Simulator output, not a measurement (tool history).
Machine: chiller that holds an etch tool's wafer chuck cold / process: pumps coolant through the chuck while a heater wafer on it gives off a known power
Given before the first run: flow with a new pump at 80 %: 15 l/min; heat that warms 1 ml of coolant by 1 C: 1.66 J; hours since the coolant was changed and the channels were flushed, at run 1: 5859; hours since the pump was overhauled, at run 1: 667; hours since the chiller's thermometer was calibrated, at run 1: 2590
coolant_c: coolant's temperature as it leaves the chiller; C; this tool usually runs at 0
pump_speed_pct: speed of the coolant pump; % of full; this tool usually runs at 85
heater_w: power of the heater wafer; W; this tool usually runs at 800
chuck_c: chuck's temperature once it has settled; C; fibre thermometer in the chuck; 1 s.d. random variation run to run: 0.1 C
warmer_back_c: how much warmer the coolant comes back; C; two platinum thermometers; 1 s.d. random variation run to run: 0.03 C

run,day,coolant_c,pump_speed_pct,heater_w,hours since the coolant was changed and the channels were flushed,hours since the pump was overhauled,hours since the chiller's thermometer was calibrated,chuck_c,warmer_back_c
1,0.000,0,85,800,5859,667,2590,9.1,1.79
2,4.871,0,86,800,5976,784,2707,8.8,1.74
3,7.346,0,86,800,6036,843,2766,9.0,1.76
4,10.779,0,85,800,6118,926,2849,9.0,1.77
5,13.642,0,85,800,6187,995,2918,8.9,1.84
6,19.600,0,85,800,6330,1138,3061,9.0,1.84
7,22.821,0,85,800,6407,1215,3138,8.9,1.77
8,28.117,0,85,800,6534,1342,3265,9.1,1.78
9,30.879,0,98,800,6600,1408,3331,8.0,1.58
10,33.900,0,98,800,6673,1481,3404,7.8,1.54
11,37.979,0,98,800,6771,1579,3502,7.9,1.54
12,42.825,6,68,800,6887,1695,3618,16.5,2.27
13,47.467,6,68,800,6999,1806,3729,16.4,2.29
14,49.975,6,68,800,7059,1867,3790,16.6,2.32
15,52.962,-8,63,821,7130,1938,3861,3.4,2.54
16,56.042,-5,95,922,7204,2012,3935,4.4,1.82
17,60.992,4,100,835,7323,2131,4054,12.1,1.55
18,66.383,-5,78,835,7453,2260,4183,4.7,2.12
# day 69.067: chiller's thermometer calibrated
19,71.262,-5,78,835,7569,2376,53,5.1,2.13
20,75.404,10,61,410,7668,2476,152,15.9,1.32

Here are 3 independent what-if runs from the current tool condition. What would each one return?
A,79.046,10,61,924,7755,2563,239,?,?
B,79.046,7,85,448,7755,2563,239,?,?
C,79.046,-8,97,800,7755,2563,239,?,?

run,chuck_c,warmer_back_c
A,23.6,3.03
B,12.2,1.01
C,0.1,1.55
Had the tool no hidden state, the same runs would have come out as:
run,chuck_c,warmer_back_c
A,23.5,3.03
B,12.2,1.01
C,0.0,1.54

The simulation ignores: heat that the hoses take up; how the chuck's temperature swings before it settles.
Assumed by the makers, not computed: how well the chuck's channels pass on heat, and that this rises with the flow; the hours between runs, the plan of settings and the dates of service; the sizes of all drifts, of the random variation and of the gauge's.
